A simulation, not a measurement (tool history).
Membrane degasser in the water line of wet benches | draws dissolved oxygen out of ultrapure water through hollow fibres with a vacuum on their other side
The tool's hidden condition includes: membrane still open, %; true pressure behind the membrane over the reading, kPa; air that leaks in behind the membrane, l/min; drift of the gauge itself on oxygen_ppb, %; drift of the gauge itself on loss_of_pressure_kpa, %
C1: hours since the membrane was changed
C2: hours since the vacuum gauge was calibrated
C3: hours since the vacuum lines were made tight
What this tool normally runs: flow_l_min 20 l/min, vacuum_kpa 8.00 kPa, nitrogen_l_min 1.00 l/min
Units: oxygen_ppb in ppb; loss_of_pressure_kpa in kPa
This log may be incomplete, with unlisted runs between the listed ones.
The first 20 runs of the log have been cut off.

At day 137.225: seals of the vacuum lines changed.
Run 21, day 140.962: usual settings but flow_l_min 22 l/min, vacuum_kpa 9.71 kPa, nitrogen_l_min 0.73 l/min; C1 9474; C2 532; C3 90. Result: oxygen_ppb 403.8 ppb, loss_of_pressure_kpa 80.02 kPa.
Run 22, day 149.712: usual settings but nitrogen_l_min 0.53 l/min; C1 9684; C2 742; C3 300. Result: oxygen_ppb 359.3 ppb, loss_of_pressure_kpa 73.21 kPa.
Run 23, day 155.292: usual settings but vacuum_kpa 5.58 kPa; C1 9818; C2 876; C3 434. Result: oxygen_ppb 109.2 ppb, loss_of_pressure_kpa 72.84 kPa.
Run 24, day 162.821: usual settings but vacuum_kpa 6.01 kPa, nitrogen_l_min 2.94 l/min; C1 9998; C2 1056; C3 614. Result: oxygen_ppb 51.1 ppb, loss_of_pressure_kpa 73.44 kPa.
Run 25, day 169.317: usual settings but vacuum_kpa 6.01 kPa, nitrogen_l_min 2.94 l/min; C1 10154; C2 1212; C3 770. Result: oxygen_ppb 50.8 ppb, loss_of_pressure_kpa 72.98 kPa.
Run 26, day 179.146: usual settings but vacuum_kpa 6.01 kPa, nitrogen_l_min 2.94 l/min; C1 10390; C2 1448; C3 1006. Result: oxygen_ppb 51.3 ppb, loss_of_pressure_kpa 73.82 kPa.
Run 27, day 185.388: usual settings but flow_l_min 18 l/min, vacuum_kpa 6.01 kPa, nitrogen_l_min 2.15 l/min; C1 10540; C2 1598; C3 1156. Result: oxygen_ppb 59.7 ppb, loss_of_pressure_kpa 66.43 kPa.
Run 28, day 191.333: usual settings but flow_l_min 27 l/min, vacuum_kpa 17.31 kPa, nitrogen_l_min 0.43 l/min; C1 10683; C2 1741; C3 1299. Result: oxygen_ppb 1403.1 ppb, loss_of_pressure_kpa 99.46 kPa.
Run 29, day 199.225: usual settings but flow_l_min 27 l/min, vacuum_kpa 17.31 kPa, nitrogen_l_min 0.43 l/min; C1 10872; C2 1930; C3 1488. Result: oxygen_ppb 1410.4 ppb, loss_of_pressure_kpa 99.07 kPa.
Run 30, day 205.771: usual settings but flow_l_min 27 l/min, vacuum_kpa 17.31 kPa, nitrogen_l_min 0.43 l/min; C1 11029; C2 2087; C3 1645. Result: oxygen_ppb 1411.4 ppb, loss_of_pressure_kpa 99.50 kPa.

For run 31, what comes out?
At day 211.079: membrane cartridge changed.
Run 31, day 211.554: usual settings but flow_l_min 27 l/min, vacuum_kpa 17.31 kPa, nitrogen_l_min 0.43 l/min; C1 11; C2 2222; C3 1780. Result: oxygen_ppb ?, loss_of_pressure_kpa ?.

oxygen_ppb: 1400.6 ppb
loss_of_pressure_kpa: 91.26 kPa
The same run, on a tool lacking any hidden state, would have yielded oxygen_ppb 1397.6 ppb, loss_of_pressure_kpa 91.26 kPa.

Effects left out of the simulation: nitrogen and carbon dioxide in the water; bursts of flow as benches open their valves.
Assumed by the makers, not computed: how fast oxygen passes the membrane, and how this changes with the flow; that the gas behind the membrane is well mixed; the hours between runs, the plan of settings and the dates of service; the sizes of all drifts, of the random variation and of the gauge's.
